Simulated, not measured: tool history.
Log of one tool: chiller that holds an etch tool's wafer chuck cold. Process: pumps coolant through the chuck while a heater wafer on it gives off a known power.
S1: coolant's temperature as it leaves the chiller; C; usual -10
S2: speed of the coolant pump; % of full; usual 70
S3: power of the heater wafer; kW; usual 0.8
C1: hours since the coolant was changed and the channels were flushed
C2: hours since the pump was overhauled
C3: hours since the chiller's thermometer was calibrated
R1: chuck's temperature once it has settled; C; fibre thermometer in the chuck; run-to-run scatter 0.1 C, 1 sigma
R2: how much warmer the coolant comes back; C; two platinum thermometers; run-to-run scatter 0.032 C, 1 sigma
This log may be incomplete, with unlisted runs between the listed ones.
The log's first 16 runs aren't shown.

{"run": 17, "day": 28.762, "S1": -10, "S2": 70, "S3": 1.061, "C1": 2366, "C2": 1764, "C3": 2347, "R1": 3.8, "R2": 4.36}
{"run": 18, "day": 30.45, "S1": -10, "S2": 70, "S3": 1.061, "C1": 2407, "C2": 1804, "C3": 2387, "R1": 3.8, "R2": 4.44}
{"run": 19, "day": 31.667, "S1": -10, "S2": 92, "S3": 0.945, "C1": 2436, "C2": 1834, "C3": 2416, "R1": -0.1, "R2": 2.84}
{"run": 20, "day": 33.3, "S1": -10, "S2": 93, "S3": 0.578, "C1": 2475, "C2": 1873, "C3": 2456, "R1": -4.1, "R2": 1.74}
{"run": 21, "day": 35.221, "S1": -10, "S2": 72, "S3": 0.8, "C1": 2521, "C2": 1919, "C3": 2502, "R1": 0.3, "R2": 3.2}
{"run": 22, "day": 36.792, "S1": -10, "S2": 72, "S3": 0.8, "C1": 2559, "C2": 1957, "C3": 2539, "R1": 0.3, "R2": 3.23}
{"run": 23, "day": 38.533, "S1": -10, "S2": 71, "S3": 0.677, "C1": 2601, "C2": 1998, "C3": 2581, "R1": -1.2, "R2": 2.74}
{"run": 24, "day": 39.596, "S1": -8, "S2": 91, "S3": 0.839, "C1": 2626, "C2": 2024, "C3": 2607, "R1": 0.7, "R2": 2.57}
{"run": 25, "day": 42.167, "S1": -8, "S2": 91, "S3": 0.839, "C1": 2688, "C2": 2086, "C3": 2668, "R1": 0.7, "R2": 2.57}
{"run": 26, "day": 44.5, "S1": -8, "S2": 91, "S3": 0.839, "C1": 2744, "C2": 2142, "C3": 2724, "R1": 0.8, "R2": 2.52}
{"run": 27, "day": 46.942, "S1": -9, "S2": 69, "S3": 0.449, "C1": 2802, "C2": 2200, "C3": 2783, "R1": -3.2, "R2": 1.94}
{"run": 28, "day": 49.129, "S1": -9, "S2": 69, "S3": 0.449, "C1": 2855, "C2": 2253, "C3": 2835, "R1": -3.1, "R2": 1.87}
{"run": 29, "day": 50.471, "S1": -6, "S2": 69, "S3": 0.735, "C1": 2887, "C2": 2285, "C3": 2868, "R1": 3.7, "R2": 3.08}
{"run": 30, "day": 52.058, "S1": -10, "S2": 70, "S3": 0.451, "C1": 2925, "C2": 2323, "C3": 2906, "R1": -4, "R2": 1.85}
{"run": 31, "day": 54.358, "S1": -10, "S2": 70, "S3": 0.451, "C1": 2981, "C2": 2378, "C3": 2961, "R1": -4, "R2": 1.85}
{"run": 32, "day": 56.621, "S1": -10, "S2": 70, "S3": 0.451, "C1": 3035, "C2": 2433, "C3": 3015, "R1": -4, "R2": 1.88}

Run 33, settings as shown, results not yet in. Your forecast:
{"run": 33, "day": 58.508, "S1": -10, "S2": 70, "S3": 0.451, "C1": 3080, "C2": 2478, "C3": 3061, "R1": "?", "R2": "?"}

Run 33 produced R1 -4.1 C, R2 1.82 C.
Without the tool's hidden state the same run would have given R1 -4.1 C, R2 1.82 C.
